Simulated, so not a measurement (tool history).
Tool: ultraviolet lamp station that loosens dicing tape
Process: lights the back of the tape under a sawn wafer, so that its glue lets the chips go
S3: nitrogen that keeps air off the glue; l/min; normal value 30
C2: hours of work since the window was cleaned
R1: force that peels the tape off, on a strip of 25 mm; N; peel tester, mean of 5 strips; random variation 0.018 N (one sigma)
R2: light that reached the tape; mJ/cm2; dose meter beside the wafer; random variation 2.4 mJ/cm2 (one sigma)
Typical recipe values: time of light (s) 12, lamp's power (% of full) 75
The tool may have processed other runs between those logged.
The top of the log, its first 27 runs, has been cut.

{"run": 28, "hour": 451.2, "time of light (s)": 12, "lamp's power (% of full)": 96, "S3": 30, "hours of work of the lamp": 457, "C2": 373, "R1": 0.765, "R2": 282}
{"run": 29, "hour": 461.5, "time of light (s)": 9, "lamp's power (% of full)": 62, "S3": 58, "hours of work of the lamp": 464, "C2": 379, "R1": 1.805, "R2": 137}
{"run": 30, "hour": 473.2, "time of light (s)": 24, "lamp's power (% of full)": 72, "S3": 54, "hours of work of the lamp": 472, "C2": 387, "R1": 0.282, "R2": 428}
{"run": 31, "hour": 495.8, "time of light (s)": 6, "lamp's power (% of full)": 76, "S3": 30, "hours of work of the lamp": 486, "C2": 402, "R1": 2.831, "R2": 110}
{"run": 32, "hour": 516.7, "time of light (s)": 6, "lamp's power (% of full)": 76, "S3": 30, "hours of work of the lamp": 500, "C2": 415, "R1": 2.927, "R2": 108}
{"run": 33, "hour": 536.8, "time of light (s)": 12, "lamp's power (% of full)": 75, "S3": 22, "hours of work of the lamp": 512, "C2": 428, "R1": 1.461, "R2": 219}
{"run": 34, "hour": 561.2, "time of light (s)": 14, "lamp's power (% of full)": 79, "S3": 22, "hours of work of the lamp": 528, "C2": 444, "R1": 1.041, "R2": 268}
{"run": 35, "hour": 585.7, "time of light (s)": 8, "lamp's power (% of full)": 79, "S3": 24, "hours of work of the lamp": 544, "C2": 459, "R1": 2.22, "R2": 151}
{"hour": 607.9, "done": "window cleaned of glue's vapour"}
{"run": 36, "hour": 608.2, "time of light (s)": 9, "lamp's power (% of full)": 69, "S3": 20, "hours of work of the lamp": 558, "C2": 0, "R1": 2.206, "R2": 169}

Run 37, settings as shown, results not yet in. Your forecast:
{"run": 37, "hour": 632.0, "time of light (s)": 9, "lamp's power (% of full)": 69, "S3": 20, "hours of work of the lamp": 573, "C2": 16, "R1": "?", "R2": "?"}

{"run 37": {"R1": 2.151, "R2": 166}}
Minus the tool's unlogged condition, the same run would have read R1 1.848 N, R2 188 mJ/cm2.
